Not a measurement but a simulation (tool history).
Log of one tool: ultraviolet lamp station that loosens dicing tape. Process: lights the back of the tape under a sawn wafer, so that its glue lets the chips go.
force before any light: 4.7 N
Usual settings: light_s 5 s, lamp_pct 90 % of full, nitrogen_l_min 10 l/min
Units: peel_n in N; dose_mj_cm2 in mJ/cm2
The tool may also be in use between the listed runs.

{"run": 1, "day": 0.0, "light_s": 5, "lamp_pct": 90, "nitrogen_l_min": 10, "peel_n": 0.399, "dose_mj_cm2": 439}
{"run": 2, "day": 0.458, "light_s": 5, "lamp_pct": 97, "nitrogen_l_min": 10, "peel_n": 0.351, "dose_mj_cm2": 475}
{"run": 3, "day": 0.779, "light_s": 5, "lamp_pct": 97, "nitrogen_l_min": 6, "peel_n": 0.442, "dose_mj_cm2": 466}
{"run": 4, "day": 1.088, "light_s": 5, "lamp_pct": 97, "nitrogen_l_min": 6, "peel_n": 0.433, "dose_mj_cm2": 466}
{"run": 5, "day": 1.367, "light_s": 5, "lamp_pct": 97, "nitrogen_l_min": 6, "peel_n": 0.447, "dose_mj_cm2": 465}
{"run": 6, "day": 1.675, "light_s": 5, "lamp_pct": 90, "nitrogen_l_min": 10, "peel_n": 0.416, "dose_mj_cm2": 428}
{"run": 7, "day": 2.225, "light_s": 5, "lamp_pct": 90, "nitrogen_l_min": 10, "peel_n": 0.422, "dose_mj_cm2": 424}
{"run": 8, "day": 2.479, "light_s": 5, "lamp_pct": 90, "nitrogen_l_min": 10, "peel_n": 0.423, "dose_mj_cm2": 424}
{"run": 9, "day": 2.788, "light_s": 5, "lamp_pct": 90, "nitrogen_l_min": 10, "peel_n": 0.441, "dose_mj_cm2": 420}
{"run": 10, "day": 3.308, "light_s": 5, "lamp_pct": 90, "nitrogen_l_min": 10, "peel_n": 0.433, "dose_mj_cm2": 419}
{"run": 11, "day": 3.542, "light_s": 5, "lamp_pct": 90, "nitrogen_l_min": 10, "peel_n": 0.418, "dose_mj_cm2": 417}
{"run": 12, "day": 3.867, "light_s": 5, "lamp_pct": 90, "nitrogen_l_min": 10, "peel_n": 0.431, "dose_mj_cm2": 416}
{"run": 13, "day": 4.192, "light_s": 5, "lamp_pct": 90, "nitrogen_l_min": 10, "peel_n": 0.436, "dose_mj_cm2": 414}
{"run": 14, "day": 4.642, "light_s": 5, "lamp_pct": 90, "nitrogen_l_min": 10, "peel_n": 0.442, "dose_mj_cm2": 411}
{"run": 15, "day": 4.9, "light_s": 5, "lamp_pct": 90, "nitrogen_l_min": 6, "peel_n": 0.541, "dose_mj_cm2": 406}
{"run": 16, "day": 5.138, "light_s": 5, "lamp_pct": 68, "nitrogen_l_min": 10, "peel_n": 0.715, "dose_mj_cm2": 309}
{"run": 17, "day": 5.442, "light_s": 5, "lamp_pct": 90, "nitrogen_l_min": 10, "peel_n": 0.443, "dose_mj_cm2": 411}
{"run": 18, "day": 5.796, "light_s": 5, "lamp_pct": 90, "nitrogen_l_min": 10, "peel_n": 0.454, "dose_mj_cm2": 407}
{"run": 19, "day": 6.117, "light_s": 9, "lamp_pct": 90, "nitrogen_l_min": 10, "peel_n": 0.206, "dose_mj_cm2": 721}
{"run": 20, "day": 6.5, "light_s": 5, "lamp_pct": 90, "nitrogen_l_min": 10, "peel_n": 0.459, "dose_mj_cm2": 404}
{"run": 21, "day": 6.788, "light_s": 5, "lamp_pct": 90, "nitrogen_l_min": 10, "peel_n": 0.455, "dose_mj_cm2": 405}
{"run": 22, "day": 7.071, "light_s": 5, "lamp_pct": 98, "nitrogen_l_min": 10, "peel_n": 0.377, "dose_mj_cm2": 434}
{"run": 23, "day": 7.304, "light_s": 5, "lamp_pct": 98, "nitrogen_l_min": 10, "peel_n": 0.405, "dose_mj_cm2": 425}
{"run": 24, "day": 7.575, "light_s": 5, "lamp_pct": 98, "nitrogen_l_min": 10, "peel_n": 0.401, "dose_mj_cm2": 432}
{"run": 25, "day": 8.0, "light_s": 8, "lamp_pct": 90, "nitrogen_l_min": 6, "peel_n": 0.269, "dose_mj_cm2": 627}
{"run": 26, "day": 8.371, "light_s": 5, "lamp_pct": 90, "nitrogen_l_min": 5, "peel_n": 0.628, "dose_mj_cm2": 388}
{"run": 27, "day": 8.679, "light_s": 5, "lamp_pct": 90, "nitrogen_l_min": 5, "peel_n": 0.65, "dose_mj_cm2": 394}
{"run": 28, "day": 9.025, "light_s": 5, "lamp_pct": 84, "nitrogen_l_min": 6, "peel_n": 0.675, "dose_mj_cm2": 368}
{"run": 29, "day": 9.283, "light_s": 5, "lamp_pct": 89, "nitrogen_l_min": 6, "peel_n": 0.616, "dose_mj_cm2": 386}
{"run": 30, "day": 9.821, "light_s": 7, "lamp_pct": 81, "nitrogen_l_min": 16, "peel_n": 0.298, "dose_mj_cm2": 484}
{"run": 31, "day": 10.317, "light_s": 7, "lamp_pct": 81, "nitrogen_l_min": 16, "peel_n": 0.305, "dose_mj_cm2": 481}
{"run": 32, "day": 10.633, "light_s": 3, "lamp_pct": 94, "nitrogen_l_min": 8, "peel_n": 1.137, "dose_mj_cm2": 232}
{"run": 33, "day": 11.125, "light_s": 3, "lamp_pct": 94, "nitrogen_l_min": 8, "peel_n": 1.161, "dose_mj_cm2": 237}
{"run": 34, "day": 11.517, "light_s": 2, "lamp_pct": 94, "nitrogen_l_min": 18, "peel_n": 1.539, "dose_mj_cm2": 158}
{"run": 35, "day": 11.754, "light_s": 3, "lamp_pct": 69, "nitrogen_l_min": 5, "peel_n": 1.832, "dose_mj_cm2": 171}
{"run": 36, "day": 12.079, "light_s": 5, "lamp_pct": 90, "nitrogen_l_min": 4, "peel_n": 0.768, "dose_mj_cm2": 377}
{"run": 37, "day": 12.404, "light_s": 5, "lamp_pct": 97, "nitrogen_l_min": 11, "peel_n": 0.43, "dose_mj_cm2": 402}
{"run": 38, "day": 12.625, "light_s": 10, "lamp_pct": 97, "nitrogen_l_min": 11, "peel_n": 0.19, "dose_mj_cm2": 794}
{"run": 39, "day": 13.138, "light_s": 10, "lamp_pct": 97, "nitrogen_l_min": 11, "peel_n": 0.196, "dose_mj_cm2": 787}
{"run": 40, "day": 13.575, "light_s": 10, "lamp_pct": 97, "nitrogen_l_min": 11, "peel_n": 0.179, "dose_mj_cm2": 785}
{"run": 41, "day": 14.096, "light_s": 6, "lamp_pct": 83, "nitrogen_l_min": 11, "peel_n": 0.455, "dose_mj_cm2": 401}
{"run": 42, "day": 14.604, "light_s": 5, "lamp_pct": 90, "nitrogen_l_min": 7, "peel_n": 0.623, "dose_mj_cm2": 361}
{"day": 14.983, "done": "window cleaned of glue's vapour"}
{"run": 43, "day": 15.083, "light_s": 5, "lamp_pct": 90, "nitrogen_l_min": 6, "peel_n": 0.557, "dose_mj_cm2": 399}
{"run": 44, "day": 15.538, "light_s": 4, "lamp_pct": 90, "nitrogen_l_min": 4, "peel_n": 0.931, "dose_mj_cm2": 310}
{"run": 45, "day": 15.9, "light_s": 4, "lamp_pct": 90, "nitrogen_l_min": 4, "peel_n": 0.947, "dose_mj_cm2": 312}

Hidden state or all else? Some run-to-run changes of peel_n, split into what the settings, what came in and random variation would give without the hidden state, and what is left for the hidden state (with any gauge scatter that isn't in both results):
The hidden state here: lamp's light, % of a new lamp's; light that the window lets through, % of a clean one's; drift of the gauge itself on peel_n, %; drift of the gauge itself on dose_mj_cm2, %.
Run 31 -> 32: light_s 7 -> 3, lamp_pct 81 -> 94, nitrogen_l_min 16 -> 8. peel_n +0.832 N: hidden state +0.263, all else +0.569.
Run 33 -> 34: light_s 3 -> 2, nitrogen_l_min 8 -> 18. peel_n +0.378 N: hidden state +0.055, all else +0.323.
Run 35 -> 36: light_s 3 -> 5, lamp_pct 69 -> 90, nitrogen_l_min 5 -> 4. peel_n -1.064 N: hidden state -0.156, all else -0.908.
Run 40 -> 41: light_s 10 -> 6, lamp_pct 97 -> 83. peel_n +0.276 N: hidden state +0.159, all else +0.117.
